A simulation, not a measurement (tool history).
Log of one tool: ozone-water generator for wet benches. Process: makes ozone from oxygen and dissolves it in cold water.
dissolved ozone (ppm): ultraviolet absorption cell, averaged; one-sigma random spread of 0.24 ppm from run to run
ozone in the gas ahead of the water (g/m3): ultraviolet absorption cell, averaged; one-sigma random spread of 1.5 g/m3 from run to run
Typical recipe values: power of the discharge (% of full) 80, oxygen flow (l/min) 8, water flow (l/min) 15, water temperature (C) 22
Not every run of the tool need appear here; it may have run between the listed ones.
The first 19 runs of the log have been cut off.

| run | hour | power of the discharge (% of full) | oxygen flow (l/min) | water flow (l/min) | water temperature (C) | dissolved ozone (ppm) | ozone in the gas ahead of the water (g/m3) |
|---|---|---|---|---|---|---|---|
|  | 2713.1 | water thermometer calibrated |
| 20 | 2713.1 | 80 | 7.27 | 15 | 15 | 43.2 | 291.5 |
| 21 | 2874.7 | 80 | 7.27 | 15 | 15 | 43.7 | 289.9 |
| 22 | 3019 | 52 | 5.53 | 15 | 16 | 30.7 | 238.6 |
| 23 | 3164.5 | 66 | 5.11 | 18 | 28 | 27.3 | 309.9 |
| 24 | 3286.4 | 48 | 8 | 13 | 22 | 24.9 | 172.8 |
| 25 | 3473.6 | 48 | 12.95 | 13 | 18 | 22.8 | 126.2 |
| 26 | 3659.8 | 48 | 12.95 | 13 | 18 | 23.4 | 126.1 |
| 27 | 3753.9 | 97 | 8 | 15 | 17 | 48.1 | 322.3 |
| 28 | 3916.3 | 44 | 8 | 20 | 21 | 18.1 | 159.6 |
| 29 | 4024.6 | 44 | 8 | 20 | 21 | 18 | 160.2 |
| 30 | 4127.1 | 80 | 8 | 15 | 25 | 34.2 | 273.5 |
| 31 | 4232 | 80 | 8 | 15 | 25 | 34.3 | 274.6 |
| 32 | 4373.3 | 80 | 14.14 | 23 | 22 | 23.7 | 188.1 |

Below are 3 alternative next runs, each starting from the tool's condition after run 32. Predict each:
| A | 4565 | 72 | 14.14 | 23 | 22 | ? | ? |
| B | 4565 | 75 | 8 | 15 | 22 | ? | ? |
| C | 4565 | 55 | 14.14 | 22 | 22 | ? | ? |

| run | dissolved ozone (ppm) | ozone in the gas ahead of the water (g/m3) |
|---|---|---|
| A | 21.2 | 170.7 |
| B | 34.5 | 257.5 |
| C | 17.1 | 135.2 |
Had the tool no hidden state, the same runs would have come out as:
| run | dissolved ozone (ppm) | ozone in the gas ahead of the water (g/m3) |
|---|---|---|
| A | 21.3 | 171.1 |
| B | 34.6 | 258.2 |
| C | 17.1 | 135.5 |
